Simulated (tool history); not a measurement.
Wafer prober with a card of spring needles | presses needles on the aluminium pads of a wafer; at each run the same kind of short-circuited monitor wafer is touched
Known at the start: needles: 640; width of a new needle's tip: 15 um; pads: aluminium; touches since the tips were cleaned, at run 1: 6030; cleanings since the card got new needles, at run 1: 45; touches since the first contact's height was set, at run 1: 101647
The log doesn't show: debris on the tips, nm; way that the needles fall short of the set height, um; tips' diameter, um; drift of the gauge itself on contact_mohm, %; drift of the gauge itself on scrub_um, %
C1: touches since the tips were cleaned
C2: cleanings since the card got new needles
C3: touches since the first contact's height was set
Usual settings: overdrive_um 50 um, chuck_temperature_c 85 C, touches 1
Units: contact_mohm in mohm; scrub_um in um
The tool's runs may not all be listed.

{"run": 1, "hour": 0.0, "overdrive_um": 50, "chuck_temperature_c": 85, "touches": 1, "C1": 6030, "C2": 45, "C3": 101647, "contact_mohm": 193, "scrub_um": 13.73}
{"hour": 3.0, "done": "tips cleaned on abrasive film"}
{"hour": 16.7, "done": "tips cleaned on abrasive film"}
{"run": 2, "hour": 16.7, "overdrive_um": 50, "chuck_temperature_c": 66, "touches": 1, "C1": 0, "C2": 47, "C3": 109686, "contact_mohm": 152, "scrub_um": 13.71}
{"hour": 31.5, "done": "tips cleaned on abrasive film"}
{"hour": 45.8, "done": "tips cleaned on abrasive film"}
{"run": 3, "hour": 49.8, "overdrive_um": 50, "chuck_temperature_c": 66, "touches": 1, "C1": 1970, "C2": 49, "C3": 125687, "contact_mohm": 170, "scrub_um": 13.68}
{"hour": 60.3, "done": "tips cleaned on abrasive film"}
{"hour": 75.5, "done": "tips cleaned on abrasive film"}
{"run": 4, "hour": 84.0, "overdrive_um": 50, "chuck_temperature_c": 66, "touches": 2, "C1": 4138, "C2": 51, "C3": 142225, "contact_mohm": 170, "scrub_um": 13.63}
{"hour": 89.2, "done": "tips cleaned on abrasive film"}
{"hour": 105.8, "done": "tips cleaned on abrasive film"}
{"hour": 119.7, "done": "tips cleaned on abrasive film"}
{"run": 5, "hour": 120.6, "overdrive_um": 50, "chuck_temperature_c": 66, "touches": 2, "C1": 437, "C2": 54, "C3": 159899, "contact_mohm": 158, "scrub_um": 13.63}
{"hour": 134.4, "done": "tips cleaned on abrasive film"}
{"hour": 148.5, "done": "tips cleaned on abrasive film"}
{"run": 6, "hour": 157.8, "overdrive_um": 50, "chuck_temperature_c": 50, "touches": 1, "C1": 4514, "C2": 56, "C3": 177869, "contact_mohm": 187, "scrub_um": 13.6}
{"hour": 162.1, "done": "tips cleaned on abrasive film"}
{"hour": 175.8, "done": "tips cleaned on abrasive film"}
{"run": 7, "hour": 175.8, "overdrive_um": 50, "chuck_temperature_c": 50, "touches": 1, "C1": 0, "C2": 58, "C3": 186516, "contact_mohm": 147, "scrub_um": 13.59}
{"hour": 191.9, "done": "tips cleaned on abrasive film"}
{"hour": 205.7, "done": "tips cleaned on abrasive film"}
{"run": 8, "hour": 207.4, "overdrive_um": 50, "chuck_temperature_c": 85, "touches": 1, "C1": 818, "C2": 60, "C3": 201820, "contact_mohm": 164, "scrub_um": 13.56}
{"hour": 219.8, "done": "tips cleaned on abrasive film"}
{"run": 9, "hour": 229.2, "overdrive_um": 50, "chuck_temperature_c": 85, "touches": 1, "C1": 4591, "C2": 61, "C3": 212365, "contact_mohm": 191, "scrub_um": 13.54}
{"hour": 235.6, "done": "tips cleaned on abrasive film"}
{"hour": 249.9, "done": "tips cleaned on abrasive film"}
{"run": 10, "hour": 252.9, "overdrive_um": 50, "chuck_temperature_c": 85, "touches": 1, "C1": 1467, "C2": 63, "C3": 223784, "contact_mohm": 173, "scrub_um": 13.53}
{"hour": 265.5, "done": "tips cleaned on abrasive film"}
{"run": 11, "hour": 273.8, "overdrive_um": 50, "chuck_temperature_c": 85, "touches": 1, "C1": 4035, "C2": 64, "C3": 233937, "contact_mohm": 186, "scrub_um": 13.48}
{"hour": 280.2, "done": "tips cleaned on abrasive film"}
{"hour": 288.8, "done": "height of the first contact set anew"}
{"hour": 296.9, "done": "tips cleaned on abrasive film"}
{"run": 12, "hour": 306.2, "overdrive_um": 50, "chuck_temperature_c": 85, "touches": 2, "C1": 4527, "C2": 66, "C3": 8418, "contact_mohm": 177, "scrub_um": 13.9}
{"hour": 311.7, "done": "tips cleaned on abrasive film"}
{"hour": 326.7, "done": "tips cleaned on abrasive film"}
{"run": 13, "hour": 334.2, "overdrive_um": 50, "chuck_temperature_c": 85, "touches": 1, "C1": 3640, "C2": 68, "C3": 21907, "contact_mohm": 186, "scrub_um": 13.83}
{"hour": 341.6, "done": "tips cleaned on abrasive film"}
{"hour": 356.3, "done": "tips cleaned on abrasive film"}
{"run": 14, "hour": 358.6, "overdrive_um": 50, "chuck_temperature_c": 85, "touches": 1, "C1": 1151, "C2": 70, "C3": 33724, "contact_mohm": 166, "scrub_um": 13.84}
{"hour": 370.3, "done": "tips cleaned on abrasive film"}
{"run": 15, "hour": 375.4, "overdrive_um": 50, "chuck_temperature_c": 85, "touches": 1, "C1": 2461, "C2": 71, "C3": 41826, "contact_mohm": 176, "scrub_um": 13.85}
{"hour": 386.6, "done": "tips cleaned on abrasive film"}
{"hour": 401.6, "done": "tips cleaned on abrasive film"}
{"run": 16, "hour": 405.9, "overdrive_um": 33, "chuck_temperature_c": 39, "touches": 2, "C1": 2130, "C2": 73, "C3": 56584, "contact_mohm": 186, "scrub_um": 9.08}
{"hour": 416.7, "done": "tips cleaned on abrasive film"}
{"hour": 431.0, "done": "tips cleaned on abrasive film"}
{"run": 17, "hour": 432.9, "overdrive_um": 34, "chuck_temperature_c": 91, "touches": 3, "C1": 932, "C2": 75, "C3": 69604, "contact_mohm": 168, "scrub_um": 9.35}
{"hour": 445.2, "done": "tips cleaned on abrasive film"}
{"run": 18, "hour": 451.5, "overdrive_um": 56, "chuck_temperature_c": 91, "touches": 2, "C1": 3074, "C2": 76, "C3": 78592, "contact_mohm": 167, "scrub_um": 15.47}
{"hour": 459.2, "done": "tips cleaned on abrasive film"}
{"hour": 474.1, "done": "tips cleaned on abrasive film"}
{"run": 19, "hour": 477.6, "overdrive_um": 56, "chuck_temperature_c": 51, "touches": 2, "C1": 1706, "C2": 78, "C3": 91220, "contact_mohm": 160, "scrub_um": 15.35}
{"hour": 487.8, "done": "tips cleaned on abrasive film"}
{"hour": 501.8, "done": "tips cleaned on abrasive film"}
{"run": 20, "hour": 506.1, "overdrive_um": 64, "chuck_temperature_c": 26, "touches": 2, "C1": 2095, "C2": 80, "C3": 104954, "contact_mohm": 153, "scrub_um": 17.6}
{"hour": 516.8, "done": "tips cleaned on abrasive film"}
{"run": 21, "hour": 523.6, "overdrive_um": 50, "chuck_temperature_c": 68, "touches": 3, "C1": 3355, "C2": 81, "C3": 113456, "contact_mohm": 160, "scrub_um": 13.7}
{"hour": 530.2, "done": "tips cleaned on abrasive film"}
{"hour": 545.9, "done": "tips cleaned on abrasive film"}
{"run": 22, "hour": 551.1, "overdrive_um": 46, "chuck_temperature_c": 89, "touches": 2, "C1": 2548, "C2": 83, "C3": 126713, "contact_mohm": 170, "scrub_um": 12.61}
{"hour": 559.4, "done": "tips cleaned on abrasive film"}
{"hour": 575.0, "done": "tips cleaned on abrasive film"}
{"run": 23, "hour": 584.0, "overdrive_um": 35, "chuck_temperature_c": 89, "touches": 2, "C1": 4377, "C2": 85, "C3": 142628, "contact_mohm": 201, "scrub_um": 9.47}
{"hour": 590.2, "done": "tips cleaned on abrasive film"}
{"hour": 604.2, "done": "tips cleaned on abrasive film"}
{"run": 24, "hour": 614.2, "overdrive_um": 50, "chuck_temperature_c": 56, "touches": 1, "C1": 4892, "C2": 87, "C3": 157227, "contact_mohm": 189, "scrub_um": 13.64}
{"hour": 618.6, "done": "tips cleaned on abrasive film"}
{"hour": 634.6, "done": "tips cleaned on abrasive film"}
{"run": 25, "hour": 634.6, "overdrive_um": 50, "chuck_temperature_c": 47, "touches": 1, "C1": 0, "C2": 89, "C3": 167052, "contact_mohm": 151, "scrub_um": 13.59}
{"hour": 649.8, "done": "tips cleaned on abrasive film"}
{"run": 26, "hour": 656.3, "overdrive_um": 50, "chuck_temperature_c": 47, "touches": 1, "C1": 3190, "C2": 90, "C3": 177553, "contact_mohm": 179, "scrub_um": 13.61}
{"hour": 663.4, "done": "tips cleaned on abrasive film"}
{"hour": 677.2, "done": "tips cleaned on abrasive film"}
{"run": 27, "hour": 678.5, "overdrive_um": 50, "chuck_temperature_c": 47, "touches": 3, "C1": 612, "C2": 92, "C3": 188245, "contact_mohm": 150, "scrub_um": 13.56}
{"hour": 691.6, "done": "tips cleaned on abrasive film"}
{"hour": 706.6, "done": "tips cleaned on abrasive film"}
{"run": 28, "hour": 708.9, "overdrive_um": 50, "chuck_temperature_c": 85, "touches": 3, "C1": 1137, "C2": 94, "C3": 202955, "contact_mohm": 162, "scrub_um": 13.56}
{"hour": 720.2, "done": "tips cleaned on abrasive film"}
{"hour": 734.6, "done": "tips cleaned on abrasive film"}
{"run": 29, "hour": 742.2, "overdrive_um": 50, "chuck_temperature_c": 85, "touches": 3, "C1": 3682, "C2": 96, "C3": 219052, "contact_mohm": 164, "scrub_um": 13.52}

5 ways to go on from here, each from the tool as it stands after run 29. What would each give?
{"hour": 748.7, "done": "tips cleaned on abrasive film"}
{"run": "A", "hour": 760.2, "overdrive_um": 50, "chuck_temperature_c": 41, "touches": 1, "C1": 5628, "C2": 97, "C3": 227760, "contact_mohm": "?", "scrub_um": "?"}
{"hour": 748.7, "done": "tips cleaned on abrasive film"}
{"run": "B", "hour": 760.2, "overdrive_um": 50, "chuck_temperature_c": 85, "touches": 2, "C1": 5628, "C2": 97, "C3": 227760, "contact_mohm": "?", "scrub_um": "?"}
{"hour": 748.7, "done": "tips cleaned on abrasive film"}
{"run": "C", "hour": 760.2, "overdrive_um": 50, "chuck_temperature_c": 105, "touches": 3, "C1": 5628, "C2": 97, "C3": 227760, "contact_mohm": "?", "scrub_um": "?"}
{"hour": 748.7, "done": "tips cleaned on abrasive film"}
{"run": "D", "hour": 760.2, "overdrive_um": 37, "chuck_temperature_c": 85, "touches": 1, "C1": 5628, "C2": 97, "C3": 227760, "contact_mohm": "?", "scrub_um": "?"}
{"hour": 748.7, "done": "tips cleaned on abrasive film"}
{"run": "E", "hour": 760.2, "overdrive_um": 50, "chuck_temperature_c": 26, "touches": 3, "C1": 5628, "C2": 97, "C3": 227760, "contact_mohm": "?", "scrub_um": "?"}

run=A contact_mohm=192 scrub_um=13.52
run=B contact_mohm=177 scrub_um=13.51
run=C contact_mohm=170 scrub_um=13.49
run=D contact_mohm=229 scrub_um=9.91
run=E contact_mohm=156 scrub_um=13.51
Without the tool's hidden state the same runs would have given:
run=A contact_mohm=146 scrub_um=13.91
run=B contact_mohm=150 scrub_um=13.9
run=C contact_mohm=154 scrub_um=13.88
run=D contact_mohm=156 scrub_um=10.29
run=E contact_mohm=138 scrub_um=13.89
